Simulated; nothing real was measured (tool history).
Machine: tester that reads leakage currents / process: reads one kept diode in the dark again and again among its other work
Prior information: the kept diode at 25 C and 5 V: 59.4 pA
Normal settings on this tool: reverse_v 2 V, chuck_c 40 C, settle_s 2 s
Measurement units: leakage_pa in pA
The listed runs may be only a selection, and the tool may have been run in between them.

run 1 hour=0 | reverse_v=2 chuck_c=40 settle_s=2 | leakage_pa=148.46
run 2 hour=68.2 | reverse_v=2 chuck_c=40 settle_s=2 | leakage_pa=147.99
-- hour=141.6 chuck's temperature calibrated
run 3 hour=141.6 | reverse_v=2 chuck_c=40 settle_s=2 | leakage_pa=162.62
run 4 hour=291.9 | reverse_v=2 chuck_c=40 settle_s=0.8 | leakage_pa=161.2
run 5 hour=420.4 | reverse_v=2 chuck_c=40 settle_s=2 | leakage_pa=159.95
run 6 hour=488.2 | reverse_v=2 chuck_c=40 settle_s=2 | leakage_pa=161.24
run 7 hour=577.8 | reverse_v=2 chuck_c=40 settle_s=2 | leakage_pa=159.95
run 8 hour=715.3 | reverse_v=2 chuck_c=35 settle_s=2 | leakage_pa=102.6
run 9 hour=827.2 | reverse_v=1.31 chuck_c=35 settle_s=2 | leakage_pa=85.69
run 10 hour=968.5 | reverse_v=1.31 chuck_c=35 settle_s=2 | leakage_pa=85.72
run 11 hour=1061.7 | reverse_v=1.31 chuck_c=23 settle_s=2 | leakage_pa=28.17
run 12 hour=1167.8 | reverse_v=9.35 chuck_c=23 settle_s=2 | leakage_pa=70.5
-- hour=1180 tester calibrated
run 13 hour=1245 | reverse_v=9.35 chuck_c=23 settle_s=2 | leakage_pa=72.44
run 14 hour=1394.5 | reverse_v=9.35 chuck_c=23 settle_s=2 | leakage_pa=72.51
run 15 hour=1533.6 | reverse_v=9.35 chuck_c=23 settle_s=2 | leakage_pa=72.78
-- hour=1587.4 probe card cleaned and baked
run 16 hour=1615.9 | reverse_v=9.35 chuck_c=23 settle_s=2 | leakage_pa=62.64
run 17 hour=1701.7 | reverse_v=2 chuck_c=27 settle_s=2 | leakage_pa=47.95
run 18 hour=1796 | reverse_v=2 chuck_c=40 settle_s=0.83 | leakage_pa=158.73
run 19 hour=1881 | reverse_v=2 chuck_c=40 settle_s=0.83 | leakage_pa=157.91
run 20 hour=1949.5 | reverse_v=2 chuck_c=40 settle_s=0.83 | leakage_pa=158.53
run 21 hour=2060.4 | reverse_v=2.27 chuck_c=44 settle_s=1.16 | leakage_pa=235.6
run 22 hour=2194.8 | reverse_v=2.36 chuck_c=52 settle_s=4.49 | leakage_pa=468.18
run 23 hour=2263 | reverse_v=2.36 chuck_c=52 settle_s=4.49 | leakage_pa=470.2
run 24 hour=2374.7 | reverse_v=4.87 chuck_c=24 settle_s=1.05 | leakage_pa=52.41
run 25 hour=2506.9 | reverse_v=4.87 chuck_c=24 settle_s=1.05 | leakage_pa=52.11
run 26 hour=2613.3 | reverse_v=2.16 chuck_c=54 settle_s=0.34 | leakage_pa=531.47
run 27 hour=2682.6 | reverse_v=2.16 chuck_c=52 settle_s=2.45 | leakage_pa=449.68
run 28 hour=2817.1 | reverse_v=2.16 chuck_c=37 settle_s=1.17 | leakage_pa=122.12
run 29 hour=2944 | reverse_v=1.31 chuck_c=23 settle_s=1.95 | leakage_pa=26.63
run 30 hour=3061.6 | reverse_v=2.25 chuck_c=28 settle_s=2 | leakage_pa=54.26
run 31 hour=3186.8 | reverse_v=2.25 chuck_c=28 settle_s=2 | leakage_pa=53.68
run 32 hour=3285.8 | reverse_v=1.28 chuck_c=59 settle_s=3.63 | leakage_pa=628.86
run 33 hour=3435.7 | reverse_v=1.28 chuck_c=29 settle_s=3.63 | leakage_pa=46.24
run 34 hour=3579.1 | reverse_v=6.08 chuck_c=29 settle_s=2.24 | leakage_pa=90.03
run 35 hour=3690.1 | reverse_v=2 chuck_c=25 settle_s=3.45 | leakage_pa=38.17
run 36 hour=3760.2 | reverse_v=2.56 chuck_c=43 settle_s=2.61 | leakage_pa=219.41
run 37 hour=3872 | reverse_v=2.56 chuck_c=43 settle_s=2.61 | leakage_pa=219.07
run 38 hour=3990.5 | reverse_v=7.78 chuck_c=43 settle_s=0.35 | leakage_pa=353.6
run 39 hour=4121.1 | reverse_v=7.78 chuck_c=43 settle_s=0.35 | leakage_pa=353.69
run 40 hour=4217.6 | reverse_v=1.29 chuck_c=30 settle_s=0.31 | leakage_pa=50.89

Subtracting, for every run, the result it would have given without the tool's unlogged condition from the measured result gives the following. The same run-to-run variation enters both numbers; the gauge's scatter may not:
The hidden state here: stray current of the dirty probe card, pA a volt; current scale over the true one, %; true chuck temperature over the reading, C; drift of the gauge itself on leakage_pa, %.
run=1 leakage_pa=-15.34
run=2 leakage_pa=-15.52
run=3 leakage_pa=-2.06
run=4 leakage_pa=-2.51
run=5 leakage_pa=-2.92
run=6 leakage_pa=-3.2
run=7 leakage_pa=-3.48
run=8 leakage_pa=-1.88
run=9 leakage_pa=-2.11
run=10 leakage_pa=-2.37
run=11 leakage_pa=+0.02
run=12 leakage_pa=+6.22
run=13 leakage_pa=+7.96
run=14 leakage_pa=+7.95
run=15 leakage_pa=+7.93
run=16 leakage_pa=-2.14
run=17 leakage_pa=-1.73
run=18 leakage_pa=-5.69
run=19 leakage_pa=-5.95
run=20 leakage_pa=-6.19
run=21 leakage_pa=-9.58
run=22 leakage_pa=-19.65
run=23 leakage_pa=-20.42
run=24 leakage_pa=-2.22
run=25 leakage_pa=-2.28
run=26 leakage_pa=-26.75
run=27 leakage_pa=-23.59
run=28 leakage_pa=-7.06
run=29 leakage_pa=-1.59
run=30 leakage_pa=-3.32
run=31 leakage_pa=-3.41
run=32 leakage_pa=-39.97
run=33 leakage_pa=-3.33
run=34 leakage_pa=-5.64
run=35 leakage_pa=-2.72
run=36 leakage_pa=-16.97
run=37 leakage_pa=-17.48
run=38 leakage_pa=-27.42
run=39 leakage_pa=-28.26
run=40 leakage_pa=-4.46
